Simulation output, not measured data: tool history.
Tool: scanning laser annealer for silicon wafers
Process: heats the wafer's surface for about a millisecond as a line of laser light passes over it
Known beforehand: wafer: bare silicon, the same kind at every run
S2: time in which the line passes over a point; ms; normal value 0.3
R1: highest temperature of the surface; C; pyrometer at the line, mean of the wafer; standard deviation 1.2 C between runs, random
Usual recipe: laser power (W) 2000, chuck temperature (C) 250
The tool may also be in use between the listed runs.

{"run": 1, "day": 0.0, "laser power (W)": 2000, "S2": 0.3, "chuck temperature (C)": 250, "R1": 1024}
{"run": 2, "day": 0.271, "laser power (W)": 2000, "S2": 0.3, "chuck temperature (C)": 284, "R1": 1056}
{"run": 3, "day": 0.512, "laser power (W)": 2000, "S2": 0.3, "chuck temperature (C)": 284, "R1": 1057}
{"run": 4, "day": 0.892, "laser power (W)": 2105, "S2": 0.3, "chuck temperature (C)": 284, "R1": 1099}
{"run": 5, "day": 1.317, "laser power (W)": 2105, "S2": 0.3, "chuck temperature (C)": 284, "R1": 1101}
{"run": 6, "day": 1.575, "laser power (W)": 2105, "S2": 0.3, "chuck temperature (C)": 284, "R1": 1098}
{"run": 7, "day": 1.983, "laser power (W)": 2105, "S2": 0.3, "chuck temperature (C)": 284, "R1": 1099}
{"run": 8, "day": 2.575, "laser power (W)": 2105, "S2": 0.3, "chuck temperature (C)": 284, "R1": 1100}
{"run": 9, "day": 2.946, "laser power (W)": 2105, "S2": 0.3, "chuck temperature (C)": 284, "R1": 1099}
{"run": 10, "day": 3.183, "laser power (W)": 2183, "S2": 0.3, "chuck temperature (C)": 250, "R1": 1099}
{"run": 11, "day": 3.517, "laser power (W)": 2183, "S2": 0.3, "chuck temperature (C)": 250, "R1": 1097}
{"run": 12, "day": 4.071, "laser power (W)": 2183, "S2": 0.3, "chuck temperature (C)": 250, "R1": 1097}
{"run": 13, "day": 4.404, "laser power (W)": 2183, "S2": 0.3, "chuck temperature (C)": 250, "R1": 1098}
{"run": 14, "day": 4.942, "laser power (W)": 1773, "S2": 0.262, "chuck temperature (C)": 219, "R1": 846}
{"run": 15, "day": 5.279, "laser power (W)": 2059, "S2": 0.269, "chuck temperature (C)": 272, "R1": 1019}
{"run": 16, "day": 5.642, "laser power (W)": 2059, "S2": 0.269, "chuck temperature (C)": 272, "R1": 1018}
{"run": 17, "day": 6.079, "laser power (W)": 2059, "S2": 0.269, "chuck temperature (C)": 272, "R1": 1018}
{"run": 18, "day": 6.542, "laser power (W)": 2059, "S2": 0.269, "chuck temperature (C)": 272, "R1": 1021}
{"run": 19, "day": 6.812, "laser power (W)": 2115, "S2": 0.302, "chuck temperature (C)": 263, "R1": 1082}
{"run": 20, "day": 7.342, "laser power (W)": 2115, "S2": 0.285, "chuck temperature (C)": 217, "R1": 1012}
{"run": 21, "day": 7.929, "laser power (W)": 1732, "S2": 0.285, "chuck temperature (C)": 217, "R1": 856}
{"run": 22, "day": 8.438, "laser power (W)": 1732, "S2": 0.285, "chuck temperature (C)": 217, "R1": 856}
{"run": 23, "day": 8.758, "laser power (W)": 2116, "S2": 0.271, "chuck temperature (C)": 231, "R1": 1002}
{"run": 24, "day": 9.038, "laser power (W)": 2116, "S2": 0.271, "chuck temperature (C)": 231, "R1": 1004}

Alternative continuations, all from the tool just after run 24; predict every row:
{"run": "A", "day": 9.362, "laser power (W)": 1779, "S2": 0.255, "chuck temperature (C)": 215, "R1": "?"}
{"run": "B", "day": 9.362, "laser power (W)": 2058, "S2": 0.22, "chuck temperature (C)": 283, "R1": "?"}
{"run": "C", "day": 9.362, "laser power (W)": 2030, "S2": 0.219, "chuck temperature (C)": 249, "R1": "?"}
{"run": "D", "day": 9.362, "laser power (W)": 2116, "S2": 0.35, "chuck temperature (C)": 233, "R1": "?"}

run=A R1=832
run=B R1=948
run=C R1=906
run=D R1=1124
What these runs would have given with no unlogged condition in the tool:
run=A R1=841
run=B R1=958
run=C R1=915
run=D R1=1136
